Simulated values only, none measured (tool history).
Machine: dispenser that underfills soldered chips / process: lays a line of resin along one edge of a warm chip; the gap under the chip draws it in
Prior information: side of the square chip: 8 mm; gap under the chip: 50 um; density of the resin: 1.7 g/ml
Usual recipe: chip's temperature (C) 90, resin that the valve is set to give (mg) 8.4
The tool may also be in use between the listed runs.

| run | hour | chip's temperature (C) | resin that the valve is set to give (mg) | time until the resin shows at the far edge (s) | resin that the valve gave (mg) |
|---|---|---|---|---|---|
| 1 | 0 | 90 | 8.4 | 74 | 8.23 |
|  | 4 | new syringe of resin |
|  | 11.8 | dispensing valve cleaned and set on the balance |
| 2 | 14.9 | 90 | 8.4 | 69 | 8.39 |
|  | 20.6 | new syringe of resin |
| 3 | 23.6 | 90 | 8.4 | 51.8 | 8.37 |
|  | 35.9 | new syringe of resin |
| 4 | 35.9 | 90 | 8.4 | 46.3 | 8.33 |
| 5 | 42.3 | 90 | 9.4 | 58.4 | 9.29 |
|  | 51.2 | new syringe of resin |
| 6 | 53.4 | 90 | 9.4 | 49.2 | 9.26 |
|  | 67.4 | new syringe of resin |
| 7 | 67.7 | 90 | 9.4 | 46 | 9.24 |
|  | 69.6 | dispensing valve cleaned and set on the balance |
| 8 | 83 | 90 | 9.4 | 84.5 | 9.37 |
|  | 84 | new syringe of resin |
| 9 | 93 | 90 | 9.4 | 65.5 | 9.37 |
|  | 100.2 | new syringe of resin |
| 10 | 102.8 | 87 | 8.4 | 56.6 | 8.31 |
| 11 | 115 | 97 | 10.48 | 67.2 | 10.36 |
|  | 116.5 | new syringe of resin |
| 12 | 121.6 | 90 | 8.02 | 57.6 | 7.9 |
|  | 127.3 | dispensing valve cleaned and set on the balance |
| 13 | 132.1 | 81 | 7.72 | 113.1 | 7.71 |
|  | 133.2 | new syringe of resin |
| 14 | 143.7 | 81 | 7.72 | 95.2 | 7.67 |
|  | 148.7 | new syringe of resin |
| 15 | 156.5 | 81 | 7.72 | 84.9 | 7.63 |
|  | 164 | new syringe of resin |
| 16 | 170.2 | 81 | 7.72 | 81.7 | 7.58 |
|  | 179.3 | new syringe of resin |
| 17 | 179.3 | 81 | 7.72 | 62 | 7.62 |
|  | 184.9 | dispensing valve cleaned and set on the balance |
| 18 | 186.3 | 92 | 7.72 | 56.2 | 7.68 |
| 19 | 192.3 | 92 | 9.28 | 69.1 | 9.24 |
|  | 196.5 | new syringe of resin |
| 20 | 204.6 | 78 | 10.89 | 90.3 | 10.78 |

Each row is a separate what-if for the run after 20, all from the same tool condition, not one after another. Results?
|  | 212.8 | new syringe of resin |
| A | 218.4 | 90 | 8.19 | ? | ? |
|  | 212.8 | new syringe of resin |
| B | 218.4 | 83 | 7.53 | ? | ? |
|  | 212.8 | new syringe of resin |
| C | 218.4 | 86 | 8.09 | ? | ? |

| run | time until the resin shows at the far edge (s) | resin that the valve gave (mg) |
|---|---|---|
| A | 56 | 8.1 |
| B | 72.4 | 7.4 |
| C | 63 | 8.01 |
With no hidden state in the tool, these same runs would have given:
| run | time until the resin shows at the far edge (s) | resin that the valve gave (mg) |
|---|---|---|
| A | 47.6 | 8.21 |
| B | 61.7 | 7.5 |
| C | 53.7 | 8.12 |
